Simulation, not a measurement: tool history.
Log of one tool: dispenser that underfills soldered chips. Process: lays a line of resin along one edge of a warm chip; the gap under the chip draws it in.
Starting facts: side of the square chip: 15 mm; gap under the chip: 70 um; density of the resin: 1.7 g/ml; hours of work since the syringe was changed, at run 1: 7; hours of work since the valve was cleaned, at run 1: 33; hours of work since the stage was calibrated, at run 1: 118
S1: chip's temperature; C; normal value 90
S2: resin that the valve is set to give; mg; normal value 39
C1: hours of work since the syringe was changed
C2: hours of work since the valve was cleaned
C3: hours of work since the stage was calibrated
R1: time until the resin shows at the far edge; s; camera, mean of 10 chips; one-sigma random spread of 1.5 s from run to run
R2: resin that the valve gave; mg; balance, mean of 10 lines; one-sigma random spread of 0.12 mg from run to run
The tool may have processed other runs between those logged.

run   hour   S1    S2  C1  C2   C3     R1     R2
  1      0   90    39   7  33  118  245.3  38.26
       3.3  -- new syringe of resin
  2    3.5   90  45.3   0  35  121  140.3  44.22
  3    8.6   88    39   4  39  125  210.4  37.98
  4   12.6   87    39   7  42  128  277.3  38.02
      15.6  -- new syringe of resin
      17.4  -- dispensing valve cleaned and set on the balance
  5   19.7   87    39   2   2  132  195.6  38.84
  6   24.2   79    39   6   5  136  371.3  38.57
      29.2  -- new syringe of resin
  7   29.4   90  33.6   0   9  140  148.4  33.38
  8   32.8   90  33.6   3  12  142  188.3  33.31
  9   35.5   90  49.2   5  14  144  204.1  48.89
      41.5  -- new syringe of resin
 10   41.7   90  49.2   0  18  149  143.6  48.58
 11   44.5   90  33.7   2  21  151  177.9  33.29
 12   47.2   89    39   4  23  153  210.2  38.45
 13   51.4   89    39   8  26  157  268.1  38.36
        54  -- new syringe of resin
 14     56   90    39   2  29  160  164.1  38.25
 15   59.8   90    39   5  32  163  205.9  38.26
 16   64.3   76    39   8  36  166  528.6  37.98
      66.1  -- new syringe of resin
 17   69.5   76    39   3  40  170  344.8  38.14
 18     74   76    39   6  43  174  456.6  37.78
      77.1  -- dispensing valve cleaned and set on the balance
      79.5  -- new syringe of resin
 19   79.7   81  36.3   0   2  177  225.7  36.49
 20     83   81  36.3   3   4  180  284.4  36.31
 21   85.9   81  36.3   5   7  182    325  36.34
      91.9  -- new syringe of resin
 22   91.9   95  35.2   0  11  187  115.7  35.23
 23   97.1   95  35.2   4  15  191  160.2  35.06
 24   99.8   88    39   6  17  193    252  38.76
 25  102.9   94  35.2   9  20  195    234  34.91
     104.1  -- new syringe of resin
 26    107  100  38.2   2  23  198  108.3  37.78
 27  111.8  100  49.9   6  26  202  138.8  49.43
 28  114.5   97  37.6   8  28  204  195.3  37.17
     116.3  -- new syringe of resin
 29    120   88    38   3  33  208  201.7  37.27
 30  123.1   88  45.5   5  35  210  235.2  44.64
 31    126   88  45.5   8  37  213  276.4  44.78
     128.9  -- new syringe of resin
 32  130.5   88  45.5   1  41  216  168.4  44.34
     137.3  -- dispensing valve cleaned and set on the balance
 33  137.3   88  45.5   6   0  220  235.4  45.64
 34  141.1  101  49.5   9   3  224  166.1  49.45
     142.5  -- new syringe of resin
 35  144.6   99    38   2   5  226  108.6  38.15

Predict each of these 5 candidate next runs independently; none follows another, all start after run 35:
  A  148.6  90  41.3   5   9  229   ?   ?
  B  148.6  84  33.6   5   9  229   ?   ?
  C  148.6  99  34.2   5   9  229   ?   ?
  D  148.6  96  40.8   5   9  229   ?   ?
  E  148.6  88  49.9   5   9  229   ?   ?

run     R1     R2
  A    203  41.29
  B  284.9  33.44
  C    143  34.11
  D  156.1  40.55
  E  218.4  49.64
With the hidden condition removed and each run's random variation left untouched, the same runs would have given:
run     R1     R2
  A  141.5  41.47
  B  198.8  33.59
  C   99.8  34.26
  D  108.8  40.73
  E  152.6  49.87
